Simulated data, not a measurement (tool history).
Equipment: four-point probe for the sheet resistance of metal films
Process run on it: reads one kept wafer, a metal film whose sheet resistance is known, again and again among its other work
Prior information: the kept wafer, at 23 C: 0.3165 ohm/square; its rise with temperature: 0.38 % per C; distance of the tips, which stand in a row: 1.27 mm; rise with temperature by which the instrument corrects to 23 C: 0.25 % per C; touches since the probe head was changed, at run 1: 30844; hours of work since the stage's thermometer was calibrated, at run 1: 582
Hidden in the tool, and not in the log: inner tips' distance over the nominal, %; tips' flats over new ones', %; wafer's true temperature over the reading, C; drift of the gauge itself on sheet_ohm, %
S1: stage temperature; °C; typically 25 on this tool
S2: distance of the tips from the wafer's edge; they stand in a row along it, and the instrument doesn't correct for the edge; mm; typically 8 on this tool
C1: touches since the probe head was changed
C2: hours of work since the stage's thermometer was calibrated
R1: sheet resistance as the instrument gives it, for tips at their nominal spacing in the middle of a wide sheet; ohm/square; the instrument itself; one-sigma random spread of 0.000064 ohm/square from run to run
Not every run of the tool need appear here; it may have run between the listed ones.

run 1 day=0 | S1=25 S2=8 | C1=30844 C2=582 | R1=0.320433
run 2 day=0.829 | S1=25 S2=8 | C1=31712 C2=596 | R1=0.32033
run 3 day=1.371 | S1=25 S2=8 | C1=32278 C2=605 | R1=0.320293
run 4 day=1.862 | S1=25 S2=33 | C1=32793 C2=614 | R1=0.316454
run 5 day=2.258 | S1=25 S2=33 | C1=33206 C2=620 | R1=0.316348
run 6 day=2.946 | S1=25 S2=33 | C1=33927 C2=632 | R1=0.316321
run 7 day=3.708 | S1=25 S2=12 | C1=34725 C2=645 | R1=0.317991
run 8 day=4.529 | S1=25 S2=12 | C1=35585 C2=659 | R1=0.318038
run 9 day=5.125 | S1=25 S2=14 | C1=36211 C2=669 | R1=0.317501
run 10 day=5.796 | S1=25 S2=14 | C1=36911 C2=680 | R1=0.317521
run 11 day=6.525 | S1=25 S2=8 | C1=37675 C2=693 | R1=0.320384
run 12 day=7.367 | S1=25 S2=8 | C1=38556 C2=707 | R1=0.320395
run 13 day=7.983 | S1=25 S2=8 | C1=39203 C2=717 | R1=0.320442
run 14 day=8.371 | S1=25 S2=8 | C1=39605 C2=724 | R1=0.320343
run 15 day=9.129 | S1=25 S2=8 | C1=40402 C2=737 | R1=0.320361
run 16 day=9.521 | S1=25 S2=8 | C1=40813 C2=743 | R1=0.320471
run 17 day=10.088 | S1=25 S2=27 | C1=41406 C2=753 | R1=0.316511
run 18 day=10.521 | S1=25 S2=27 | C1=41858 C2=760 | R1=0.31655
run 19 day=11.117 | S1=20 S2=8 | C1=42484 C2=770 | R1=0.318289
run 20 day=11.846 | S1=20 S2=8 | C1=43246 C2=783 | R1=0.318303
run 21 day=12.554 | S1=20 S2=8 | C1=43985 C2=795 | R1=0.318298
run 22 day=13.375 | S1=20 S2=8 | C1=44845 C2=808 | R1=0.318209
run 23 day=13.975 | S1=26 S2=14 | C1=45473 C2=819 | R1=0.318037
run 24 day=14.583 | S1=20 S2=8 | C1=46111 C2=829 | R1=0.3182
run 25 day=14.979 | S1=29 S2=25 | C1=46524 C2=836 | R1=0.318163
run 26 day=15.896 | S1=23 S2=25 | C1=47486 C2=851 | R1=0.315738
run 27 day=16.488 | S1=24 S2=8 | C1=48105 C2=861 | R1=0.31995
run 28 day=17.217 | S1=24 S2=8 | C1=48868 C2=873 | R1=0.320042
run 29 day=18.033 | S1=18 S2=8 | C1=49721 C2=887 | R1=0.317443
run 30 day=18.492 | S1=19 S2=4 | C1=50203 C2=895 | R1=0.329686
run 31 day=19.412 | S1=31 S2=21 | C1=51166 C2=911 | R1=0.319295
run 32 day=20 | S1=26 S2=23 | C1=51779 C2=921 | R1=0.31715
run 33 day=20.683 | S1=26 S2=23 | C1=52494 C2=932 | R1=0.317196
run 34 day=21.367 | S1=19 S2=5 | C1=53212 C2=944 | R1=0.324244
run 35 day=22.021 | S1=19 S2=5 | C1=53896 C2=955 | R1=0.324275
run 36 day=22.604 | S1=24 S2=8 | C1=54507 C2=965 | R1=0.320076
run 37 day=23.508 | S1=21 S2=4 | C1=55452 C2=980 | R1=0.330732
run 38 day=23.883 | S1=18 S2=8 | C1=55848 C2=986 | R1=0.31753
run 39 day=24.408 | S1=18 S2=8 | C1=56396 C2=995 | R1=0.317521
run 40 day=25.121 | S1=27 S2=3 | C1=57140 C2=1007 | R1=0.34473
run 41 day=25.571 | S1=29 S2=9 | C1=57614 C2=1015 | R1=0.321216
run 42 day=26.258 | S1=25 S2=25 | C1=58331 C2=1026 | R1=0.316753
run 43 day=26.646 | S1=27 S2=4 | C1=58739 C2=1033 | R1=0.333304
run 44 day=27.262 | S1=19 S2=5 | C1=59385 C2=1043 | R1=0.324293

4 options for the next run, each taken on its own from the tool as it stands now. Forecast them:
run A day=27.792 | S1=23 S2=9 | C1=59939 C2=1052 | R1=?
run B day=27.792 | S1=19 S2=3 | C1=59939 C2=1052 | R1=?
run C day=27.792 | S1=25 S2=15 | C1=59939 C2=1052 | R1=?
run D day=27.792 | S1=33 S2=38 | C1=59939 C2=1052 | R1=?

run=A R1=0.318794
run=B R1=0.341137
run=C R1=0.317635
run=D R1=0.319661
The same runs, with their run-to-run variation unchanged, on a tool lacking any hidden condition would have given:
run=A R1=0.31985
run=B R1=0.342264
run=C R1=0.318685
run=D R1=0.320712
